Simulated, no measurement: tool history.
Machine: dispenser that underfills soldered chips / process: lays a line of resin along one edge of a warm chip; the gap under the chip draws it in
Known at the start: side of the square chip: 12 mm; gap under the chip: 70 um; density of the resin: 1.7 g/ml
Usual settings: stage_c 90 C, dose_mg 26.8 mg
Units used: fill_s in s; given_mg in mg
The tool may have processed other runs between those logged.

run	day	stage_c	dose_mg	fill_s	given_mg
1	0	90	26.8	121.7	25.39
2	0.129	90	32.3	131.1	30.46
# day 0.204: new syringe of resin
3	0.304	90	32.3	105.4	31.04
4	0.417	90	32.3	116	30.54
5	0.575	90	32.3	130.7	30.53
# day 0.638: new syringe of resin
6	0.721	90	32.3	104.3	30.6
7	0.892	90	32.3	118.5	30.32
# day 1.071: new syringe of resin
8	1.092	90	27.8	103	26.14
9	1.171	83	26.8	148.6	25.1
10	1.3	83	26.8	163.9	25.11
11	1.383	83	26.8	174.9	24.83
# day 1.504: new syringe of resin
12	1.592	85	26.8	135.4	24.8
13	1.725	85	26.8	148.6	25.08
# day 1.783: dispensing valve cleaned and set on the balance
14	1.917	90	26.8	133.7	26.75
# day 1.979: new syringe of resin
15	2.017	85	26.8	126	26.78
16	2.15	99	26.8	77.1	26.6
17	2.242	99	26.8	82.4	26.65
# day 2.412: new syringe of resin
18	2.446	104	26.8	58.3	26.68
19	2.617	104	26.8	65	26.42
20	2.8	96	30	101.1	29.52
# day 2.842: new syringe of resin
21	2.971	96	30	85.4	29.52
22	3.167	97	26.3	94.2	25.84
# day 3.275: new syringe of resin
23	3.3	89	25.7	107.9	25.13
24	3.479	89	25.7	121	25.14
25	3.654	91	28.4	124.7	27.69
# day 3.704: new syringe of resin
26	3.754	91	28.4	97.9	27.48
27	3.896	102	29.4	68.5	28.59
28	4.042	82	24.3	182.2	23.56
# day 4.138: new syringe of resin
29	4.138	82	24.3	142.8	23.57
30	4.267	78	31.9	179.2	30.78
31	4.442	86	25	150.1	24.05
# day 4.583: new syringe of resin
32	4.604	86	25	124.9	24.03
33	4.771	91	29.3	108.4	28.08
34	4.933	91	29.3	123.7	28
# day 5.012: new syringe of resin
35	5.133	91	29.3	105.5	28.01
36	5.288	92	29.3	113.4	27.78
# day 5.45: new syringe of resin
37	5.492	98	22.9	76.6	21.58

What if the next run were any one of these 3? Each begins from the tool's condition after run 37:
A	5.6	83	26.8	?	?
B	5.6	80	26.8	?	?
C	5.6	75	30.2	?	?

run	fill_s	given_mg
A	150.8	25.4
B	174.7	25.43
C	216.2	28.4
Take away the tool's hidden state, keep each run's random variation, and the runs would have read:
run	fill_s	given_mg
A	135.1	26.82
B	156.4	26.85
C	194.5	29.99
